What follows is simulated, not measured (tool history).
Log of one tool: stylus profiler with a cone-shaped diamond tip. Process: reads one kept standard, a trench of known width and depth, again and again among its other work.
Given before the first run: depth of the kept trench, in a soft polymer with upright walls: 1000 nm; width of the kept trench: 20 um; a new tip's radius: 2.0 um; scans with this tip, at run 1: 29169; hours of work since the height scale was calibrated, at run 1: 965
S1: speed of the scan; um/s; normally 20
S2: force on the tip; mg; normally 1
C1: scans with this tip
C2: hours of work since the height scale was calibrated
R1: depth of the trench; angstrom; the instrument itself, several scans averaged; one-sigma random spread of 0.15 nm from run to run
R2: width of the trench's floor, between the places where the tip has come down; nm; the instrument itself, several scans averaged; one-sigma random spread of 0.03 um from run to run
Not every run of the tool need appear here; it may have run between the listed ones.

run 1 hour=0 | S1=20 S2=1 | C1=29169 C2=965 | R1=10047.9 R2=15260
-- hour=21.2 height scale calibrated on a step standard
run 2 hour=41.5 | S1=20 S2=1 | C1=29507 C2=11 | R1=10034.3 R2=15250
run 3 hour=92.1 | S1=20 S2=1 | C1=29922 C2=40 | R1=10033.8 R2=15220
run 4 hour=169.5 | S1=20 S2=1 | C1=30559 C2=83 | R1=10030.8 R2=15170
run 5 hour=211.9 | S1=27 S2=1 | C1=30909 C2=106 | R1=10032.7 R2=15110
run 6 hour=259.9 | S1=7 S2=1 | C1=31303 C2=133 | R1=10029.5 R2=15300
run 7 hour=317.6 | S1=20 S2=1 | C1=31778 C2=165 | R1=10027 R2=15190
run 8 hour=361.6 | S1=20 S2=1 | C1=32141 C2=190 | R1=10026.8 R2=15150
run 9 hour=414.6 | S1=20 S2=0.48 | C1=32576 C2=219 | R1=10000.5 R2=15040
run 10 hour=461.2 | S1=23 S2=0.68 | C1=32960 C2=245 | R1=10007 R2=15090
-- hour=517.2 new tip fitted, height scale calibrated
run 11 hour=517.2 | S1=41 S2=0.68 | C1=0 C2=0 | R1=10056.9 R2=15950
-- hour=558.1 height scale calibrated on a step standard, once more
run 12 hour=562.5 | S1=31 S2=0.72 | C1=369 C2=2 | R1=10061.2 R2=16170
run 13 hour=652.1 | S1=31 S2=0.72 | C1=1106 C2=52 | R1=10060.8 R2=16020
run 14 hour=734.1 | S1=11 S2=0.72 | C1=1781 C2=98 | R1=10056.9 R2=16250
run 15 hour=789.6 | S1=11 S2=0.72 | C1=2238 C2=129 | R1=10059.7 R2=16240

Predict each of these 4 candidate next runs independently; none follows another, all start after run 15:
run A hour=874.5 | S1=45 S2=0.72 | C1=2936 C2=177 | R1=? R2=?
run B hour=874.5 | S1=68 S2=0.89 | C1=2936 C2=177 | R1=? R2=?
run C hour=874.5 | S1=10 S2=2.19 | C1=2936 C2=177 | R1=? R2=?
run D hour=874.5 | S1=65 S2=2.95 | C1=2936 C2=177 | R1=? R2=?

run=A R1=10057.6 R2=15790
run=B R1=10065.6 R2=15640
run=C R1=10122.3 R2=16300
run=D R1=10149.5 R2=16010
Without the tool's unlogged condition, the same runs would have read:
run=A R1=10060.5 R2=15970
run=B R1=10068.5 R2=15810
run=C R1=10125.3 R2=16480
run=D R1=10152.4 R2=16190
